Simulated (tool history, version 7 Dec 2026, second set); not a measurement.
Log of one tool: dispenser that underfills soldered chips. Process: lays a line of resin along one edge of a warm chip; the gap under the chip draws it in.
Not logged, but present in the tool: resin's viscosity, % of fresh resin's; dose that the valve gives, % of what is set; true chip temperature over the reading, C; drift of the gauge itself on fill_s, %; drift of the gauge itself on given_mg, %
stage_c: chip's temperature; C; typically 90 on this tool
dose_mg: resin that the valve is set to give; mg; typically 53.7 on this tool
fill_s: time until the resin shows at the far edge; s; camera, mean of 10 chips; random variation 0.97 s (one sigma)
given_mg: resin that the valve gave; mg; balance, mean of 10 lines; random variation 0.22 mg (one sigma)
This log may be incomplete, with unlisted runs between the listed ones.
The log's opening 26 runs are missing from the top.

run	hour	stage_c	dose_mg	hours of work since the syringe was changed	hours of work since the valve was cleaned	hours of work since the stage was calibrated	fill_s	given_mg
27	292.1	101	54.3	8	28	27	100.5	53.84
# hour 297.0: new syringe of resin
28	307.3	101	54.3	8	39	38	98.7	53.72
# hour 312.4: new syringe of resin
29	320.1	93	49.3	6	48	47	116.9	48.29
# hour 328.0: new syringe of resin
30	332.1	93	49.3	3	57	56	99.9	48.07
# hour 343.8: new syringe of resin
31	346.1	93	49.3	2	67	66	95.0	48.17
32	355.7	75	45.9	9	74	74	252.5	44.48
# hour 360.0: new syringe of resin
33	365.3	75	45.9	4	81	80	192.2	44.28
34	374.3	79	57.4	11	88	87	228.1	55.15
# hour 375.7: new syringe of resin
35	386.7	90	57.4	8	97	96	144.0	55.25

Forecast each of these 3 alternatives for the next run:
# hour 390.7: new syringe of resin
A	401.5	101	47.9	8	108	107	?	?
# hour 390.7: new syringe of resin
B	401.5	84	64.9	8	108	107	?	?
# hour 390.7: new syringe of resin
C	401.5	90	59.4	8	108	107	?	?

run	fill_s	given_mg
A	103.0	45.80
B	168.4	62.13
C	142.9	56.92
Stripped of hidden state, with their random variation kept, the same runs would have yielded:
run	fill_s	given_mg
A	66.7	48.07
B	110.3	65.20
C	93.5	59.73
